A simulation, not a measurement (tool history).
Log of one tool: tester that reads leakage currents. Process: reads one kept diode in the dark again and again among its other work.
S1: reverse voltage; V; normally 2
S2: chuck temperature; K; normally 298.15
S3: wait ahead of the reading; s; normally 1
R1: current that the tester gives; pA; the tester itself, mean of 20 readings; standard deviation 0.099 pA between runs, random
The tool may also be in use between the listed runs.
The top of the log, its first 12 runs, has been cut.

run	day	S1	S2	S3	R1
13	70.558	2	298.15	4.42	29.1
14	76.538	2	299.15	4.42	31.59
15	82.292	2	293.15	4.42	18.95
16	87.204	2	293.15	4.42	18.94
17	92.433	2	293.15	4.42	19.09
18	100.279	2	293.15	4.42	18.9
# day 104.383: probe card cleaned and baked
19	107.35	2	293.15	4.42	16.45
20	112.862	2.27	293.15	0.44	17.93
21	119.692	4.7	306.15	1.27	72.03
22	125.108	10.47	305.15	1	89.09
23	133.321	10.47	331.15	2.18	713.07
24	141.421	2.5	330.15	1	403.31
25	150.142	2.5	330.15	1	399.49
# day 152.821: chuck's temperature calibrated
26	153.938	7.84	307.15	0.47	105.3
27	159.188	5.37	307.15	4.32	89.83
28	167.062	2	297.15	3.04	26.45
29	171.071	2	297.15	3.04	26.36
30	175.8	2	330.15	1	397.05
31	179.454	1.32	325.15	1	234.26
32	184.504	2	298.15	0.35	29.55
33	189.171	2	306.15	4.7	57.45
34	194.279	2	306.15	4.7	57.46

Alternative continuations, all from the tool just after run 34; predict every row:
A	200.725	1.09	321.15	1	?
B	200.725	18.83	299.15	0.47	?
C	200.725	3.43	306.15	4.7	?
D	200.725	13.65	306.15	0.77	?

run	R1
A	158.89
B	84.51
C	69.81
D	120.78
The same runs, with their run-to-run variation unchanged, on a tool lacking any hidden condition would have given:
run	R1
A	163.35
B	72.92
C	69.67
D	114.5

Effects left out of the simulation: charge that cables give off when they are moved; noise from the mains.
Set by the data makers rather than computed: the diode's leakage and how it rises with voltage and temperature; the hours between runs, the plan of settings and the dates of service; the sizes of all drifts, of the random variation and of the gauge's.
